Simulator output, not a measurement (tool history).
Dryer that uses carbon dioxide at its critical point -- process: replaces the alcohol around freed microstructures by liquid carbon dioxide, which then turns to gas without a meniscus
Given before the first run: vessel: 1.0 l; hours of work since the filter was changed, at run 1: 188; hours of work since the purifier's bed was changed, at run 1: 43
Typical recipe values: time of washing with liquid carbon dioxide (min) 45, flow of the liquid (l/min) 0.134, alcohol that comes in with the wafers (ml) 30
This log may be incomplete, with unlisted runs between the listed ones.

run,day,time of washing with liquid carbon dioxide (min),flow of the liquid (l/min),alcohol that comes in with the wafers (ml),hours of work since the filter was changed,hours of work since the purifier's bed was changed,alcohol left in the vessel before it's heated (ppm by volume)
1,0,45,0.134,30,188,43,158
2,0.462,45,0.134,30,193,48,168
3,0.838,45,0.134,30,197,52,156
4,1.117,45,0.134,26,200,55,145
5,1.446,45,0.134,26,204,59,147
6,1.838,29,0.134,30,208,63,1035
7,2.129,29,0.134,30,211,67,1051
8,2.546,29,0.134,30,216,71,1023
9,2.804,58,0.134,30,219,74,52
10,3.221,45,0.134,30,224,79,176
11,3.758,45,0.134,30,230,85,178
12,4.092,45,0.134,30,233,88,181
13,4.596,45,0.134,30,239,94,179
14,4.892,45,0.134,30,242,97,174
15,5.188,45,0.134,30,245,101,178
16,5.596,58,0.154,39,250,105,37
17,6.125,45,0.106,31,256,111,520
18,6.392,45,0.106,31,259,114,537
19,6.767,45,0.081,37,263,118,1609
20,7.017,46,0.176,30,266,121,47
21,7.388,46,0.104,110,270,125,1861
22,7.662,46,0.104,110,273,128,1825
23,8.15,46,0.104,110,278,134,1863
24,8.367,46,0.104,110,281,136,1884
25,8.746,46,0.104,110,285,140,1897
26,9.004,46,0.104,110,288,143,1882
27,9.475,40,0.081,110,293,148,7210
28,9.788,57,0.14,73,297,152,105
29,10.071,71,0.089,40,300,155,204

5 ways to go on from here, each from the tool as it stands after run 29. What would each give?
A,10.412,54,0.134,30,304,159,?
B,10.412,35,0.217,40,304,159,?
C,10.412,32,0.225,28,304,159,?
D,10.412,32,0.144,24,304,159,?
E,10.412,71,0.088,57,304,159,?

run,alcohol left in the vessel before it's heated (ppm by volume)
A,79
B,80
C,87
D,494
E,295
The same runs, with their run-to-run variation unchanged, on a tool lacking any hidden condition would have given:
run,alcohol left in the vessel before it's heated (ppm by volume)
A,38
B,37
C,46
D,346
E,179
